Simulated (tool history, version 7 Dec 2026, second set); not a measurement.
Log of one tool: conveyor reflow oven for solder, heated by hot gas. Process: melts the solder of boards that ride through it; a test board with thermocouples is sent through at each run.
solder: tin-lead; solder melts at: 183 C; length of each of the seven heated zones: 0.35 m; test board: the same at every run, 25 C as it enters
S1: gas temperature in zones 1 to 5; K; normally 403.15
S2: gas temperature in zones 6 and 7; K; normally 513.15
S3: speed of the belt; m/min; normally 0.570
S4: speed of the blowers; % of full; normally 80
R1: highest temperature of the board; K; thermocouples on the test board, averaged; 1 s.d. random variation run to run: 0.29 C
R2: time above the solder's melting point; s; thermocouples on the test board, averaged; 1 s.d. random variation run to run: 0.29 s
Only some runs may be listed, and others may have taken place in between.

run,hour,S1,S2,S3,S4,R1,R2
1,0.0,403.15,513.15,0.570,80,495.75,56.8
2,8.0,403.15,513.15,0.570,80,495.85,56.7
3,23.3,403.15,513.15,0.570,80,496.35,56.8
4,41.0,403.15,513.15,0.570,80,496.05,56.8
5,50.9,403.15,513.15,0.570,80,496.15,57.2
6,59.1,403.15,513.15,0.570,80,496.25,57.1
7,72.5,403.15,513.15,0.570,80,496.15,57.1
8,84.0,403.15,513.15,0.570,80,496.05,56.3
9,97.9,405.15,513.15,0.570,80,496.85,57.9
10,112.3,403.15,519.15,0.570,52,496.35,56.1
11,128.2,403.15,519.15,0.570,52,495.75,56.4
12,147.6,392.15,520.15,0.568,51,494.15,52.0
13,160.0,406.15,512.15,0.460,89,502.75,77.2
14,177.5,407.15,513.15,0.570,58,492.65,55.0
15,188.4,413.15,518.15,0.570,80,502.25,63.4

The log once held 1 entry between its listed runs, left out of this copy. Where does each go, and what is different about the tool's unlogged condition between the listed run before it and the listed run after it?
Between runs 11 and 12: flux residue cleaned out of gas plates and filters (hour 146.1)
  heat that the gas passes to the board, % of a clean oven's: 99.7 -> 100
